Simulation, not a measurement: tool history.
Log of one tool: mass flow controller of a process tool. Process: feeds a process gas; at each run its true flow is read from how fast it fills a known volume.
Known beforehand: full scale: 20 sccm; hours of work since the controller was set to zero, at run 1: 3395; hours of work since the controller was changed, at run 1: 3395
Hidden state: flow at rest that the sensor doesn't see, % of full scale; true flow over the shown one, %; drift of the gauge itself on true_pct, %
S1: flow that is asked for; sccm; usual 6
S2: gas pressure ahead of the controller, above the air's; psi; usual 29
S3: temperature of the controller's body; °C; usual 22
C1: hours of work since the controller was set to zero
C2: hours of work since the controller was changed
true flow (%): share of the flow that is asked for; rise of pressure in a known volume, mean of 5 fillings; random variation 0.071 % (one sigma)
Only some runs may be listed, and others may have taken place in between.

{"run": 1, "hour": 0.0, "S1": 6, "S2": 29, "S3": 22, "C1": 3395, "C2": 3395, "true flow (%)": 101}
{"run": 2, "hour": 53.0, "S1": 6, "S2": 29, "S3": 22, "C1": 3436, "C2": 3436, "true flow (%)": 100.92}
{"run": 3, "hour": 110.3, "S1": 6, "S2": 29, "S3": 22, "C1": 3480, "C2": 3480, "true flow (%)": 101.03}
{"run": 4, "hour": 196.2, "S1": 6, "S2": 29, "S3": 22, "C1": 3547, "C2": 3547, "true flow (%)": 101.15}
{"run": 5, "hour": 261.6, "S1": 6, "S2": 29, "S3": 22, "C1": 3598, "C2": 3598, "true flow (%)": 101.13}
{"run": 6, "hour": 362.9, "S1": 6, "S2": 29, "S3": 22, "C1": 3677, "C2": 3677, "true flow (%)": 101.05}
{"run": 7, "hour": 438.5, "S1": 6, "S2": 29, "S3": 22, "C1": 3736, "C2": 3736, "true flow (%)": 101.19}
{"run": 8, "hour": 506.6, "S1": 11, "S2": 29, "S3": 22, "C1": 3789, "C2": 3789, "true flow (%)": 100.53}
{"run": 9, "hour": 578.1, "S1": 6, "S2": 29, "S3": 22, "C1": 3844, "C2": 3844, "true flow (%)": 101.16}
{"run": 10, "hour": 652.2, "S1": 6, "S2": 29, "S3": 22, "C1": 3902, "C2": 3902, "true flow (%)": 101.23}
{"run": 11, "hour": 708.9, "S1": 4, "S2": 29, "S3": 22, "C1": 3946, "C2": 3946, "true flow (%)": 102.09}
{"run": 12, "hour": 807.7, "S1": 4, "S2": 29, "S3": 22, "C1": 4023, "C2": 4023, "true flow (%)": 102.07}
{"run": 13, "hour": 892.6, "S1": 4, "S2": 29, "S3": 22, "C1": 4089, "C2": 4089, "true flow (%)": 102.14}
{"run": 14, "hour": 952.6, "S1": 6, "S2": 29, "S3": 22, "C1": 4136, "C2": 4136, "true flow (%)": 101.26}
{"run": 15, "hour": 1031.8, "S1": 3, "S2": 29, "S3": 22, "C1": 4197, "C2": 4197, "true flow (%)": 103.33}
{"run": 16, "hour": 1112.8, "S1": 7, "S2": 29, "S3": 22, "C1": 4260, "C2": 4260, "true flow (%)": 101.08}
{"run": 17, "hour": 1175.3, "S1": 7, "S2": 29, "S3": 22, "C1": 4309, "C2": 4309, "true flow (%)": 101.15}
{"run": 18, "hour": 1271.2, "S1": 6, "S2": 30.9, "S3": 22, "C1": 4384, "C2": 4384, "true flow (%)": 101.68}
{"run": 19, "hour": 1367.6, "S1": 6, "S2": 29, "S3": 22, "C1": 4459, "C2": 4459, "true flow (%)": 101.4}
{"run": 20, "hour": 1457.0, "S1": 6, "S2": 29, "S3": 22, "C1": 4528, "C2": 4528, "true flow (%)": 101.47}
{"run": 21, "hour": 1513.6, "S1": 6, "S2": 29, "S3": 22, "C1": 4572, "C2": 4572, "true flow (%)": 101.4}
{"run": 22, "hour": 1559.1, "S1": 6, "S2": 29, "S3": 22, "C1": 4608, "C2": 4608, "true flow (%)": 101.48}
{"run": 23, "hour": 1642.7, "S1": 6, "S2": 29, "S3": 22, "C1": 4673, "C2": 4673, "true flow (%)": 101.54}
{"run": 24, "hour": 1750.0, "S1": 6, "S2": 29, "S3": 22, "C1": 4756, "C2": 4756, "true flow (%)": 101.55}
{"run": 25, "hour": 1823.2, "S1": 2, "S2": 31, "S3": 31, "C1": 4813, "C2": 4813, "true flow (%)": 105.92}
{"run": 26, "hour": 1890.1, "S1": 2, "S2": 31, "S3": 31, "C1": 4865, "C2": 4865, "true flow (%)": 105.85}
{"run": 27, "hour": 1961.6, "S1": 6, "S2": 35.8, "S3": 32, "C1": 4921, "C2": 4921, "true flow (%)": 101.46}
{"hour": 1966.7, "done": "controller's zero set anew"}
{"run": 28, "hour": 2025.4, "S1": 19, "S2": 34.1, "S3": 38, "C1": 46, "C2": 4970, "true flow (%)": 100.31}
{"run": 29, "hour": 2091.3, "S1": 6, "S2": 36.4, "S3": 22, "C1": 97, "C2": 5021, "true flow (%)": 103.12}
{"run": 30, "hour": 2147.6, "S1": 7, "S2": 35.5, "S3": 36, "C1": 141, "C2": 5065, "true flow (%)": 102.05}
{"run": 31, "hour": 2205.9, "S1": 10, "S2": 32.6, "S3": 33, "C1": 186, "C2": 5111, "true flow (%)": 101.26}
{"hour": 2212.6, "done": "controller's zero set anew, once more"}
{"run": 32, "hour": 2296.7, "S1": 10, "S2": 32.6, "S3": 33, "C1": 65, "C2": 5181, "true flow (%)": 99.08}
{"run": 33, "hour": 2407.6, "S1": 10, "S2": 32.6, "S3": 33, "C1": 152, "C2": 5267, "true flow (%)": 99.19}
{"run": 34, "hour": 2507.0, "S1": 10, "S2": 32.6, "S3": 33, "C1": 229, "C2": 5344, "true flow (%)": 99.26}
{"run": 35, "hour": 2606.1, "S1": 10, "S2": 32.6, "S3": 33, "C1": 306, "C2": 5421, "true flow (%)": 99.18}
{"run": 36, "hour": 2710.6, "S1": 10, "S2": 32.6, "S3": 33, "C1": 387, "C2": 5503, "true flow (%)": 99.2}
{"run": 37, "hour": 2790.8, "S1": 6, "S2": 28.4, "S3": 38, "C1": 450, "C2": 5565, "true flow (%)": 98.9}
{"run": 38, "hour": 2891.4, "S1": 8, "S2": 31, "S3": 29, "C1": 528, "C2": 5643, "true flow (%)": 99.39}
{"run": 39, "hour": 2965.3, "S1": 6, "S2": 21.2, "S3": 22, "C1": 586, "C2": 5701, "true flow (%)": 99.31}
{"run": 40, "hour": 3056.1, "S1": 3, "S2": 27.8, "S3": 32, "C1": 656, "C2": 5772, "true flow (%)": 99.63}
{"run": 41, "hour": 3107.7, "S1": 3, "S2": 27.8, "S3": 32, "C1": 696, "C2": 5812, "true flow (%)": 99.67}
{"run": 42, "hour": 3175.1, "S1": 3, "S2": 27.8, "S3": 32, "C1": 749, "C2": 5864, "true flow (%)": 99.75}
{"run": 43, "hour": 3264.5, "S1": 16, "S2": 29, "S3": 21, "C1": 818, "C2": 5934, "true flow (%)": 99.63}
{"run": 44, "hour": 3358.5, "S1": 7, "S2": 29, "S3": 38, "C1": 892, "C2": 6007, "true flow (%)": 98.97}
{"run": 45, "hour": 3413.4, "S1": 15, "S2": 29, "S3": 38, "C1": 934, "C2": 6050, "true flow (%)": 98.95}
{"run": 46, "hour": 3502.3, "S1": 15, "S2": 29, "S3": 38, "C1": 1003, "C2": 6119, "true flow (%)": 99.08}
{"run": 47, "hour": 3552.3, "S1": 6, "S2": 29, "S3": 26, "C1": 1042, "C2": 6158, "true flow (%)": 99.68}

Measured result minus the same run's result without the hidden state. Both carry the same run-to-run variation, though not necessarily the same gauge scatter:
run=1 true_flow_(%)=+1.29
run=2 true_flow_(%)=+1.31
run=3 true_flow_(%)=+1.33
run=4 true_flow_(%)=+1.36
run=5 true_flow_(%)=+1.37
run=6 true_flow_(%)=+1.4
run=7 true_flow_(%)=+1.42
run=8 true_flow_(%)=+0.61
run=9 true_flow_(%)=+1.48
run=10 true_flow_(%)=+1.5
run=11 true_flow_(%)=+2.47
run=12 true_flow_(%)=+2.53
run=13 true_flow_(%)=+2.57
run=14 true_flow_(%)=+1.6
run=15 true_flow_(%)=+3.67
run=16 true_flow_(%)=+1.36
run=17 true_flow_(%)=+1.37
run=18 true_flow_(%)=+1.7
run=19 true_flow_(%)=+1.73
run=20 true_flow_(%)=+1.76
run=21 true_flow_(%)=+1.78
run=22 true_flow_(%)=+1.8
run=23 true_flow_(%)=+1.82
run=24 true_flow_(%)=+1.85
run=25 true_flow_(%)=+6.58
run=26 true_flow_(%)=+6.65
run=27 true_flow_(%)=+1.92
run=28 true_flow_(%)=+0.67
run=29 true_flow_(%)=+3.18
run=30 true_flow_(%)=+2.67
run=31 true_flow_(%)=+1.73
run=32 true_flow_(%)=-0.39
run=33 true_flow_(%)=-0.37
run=34 true_flow_(%)=-0.35
run=35 true_flow_(%)=-0.33
run=36 true_flow_(%)=-0.31
run=37 true_flow_(%)=-0.15
run=38 true_flow_(%)=-0.23
run=39 true_flow_(%)=-0.1
run=40 true_flow_(%)=+0.41
run=41 true_flow_(%)=+0.45
run=42 true_flow_(%)=+0.5
run=43 true_flow_(%)=-0.35
run=44 true_flow_(%)=-0.06
run=45 true_flow_(%)=-0.32
run=46 true_flow_(%)=-0.31
run=47 true_flow_(%)=+0.09
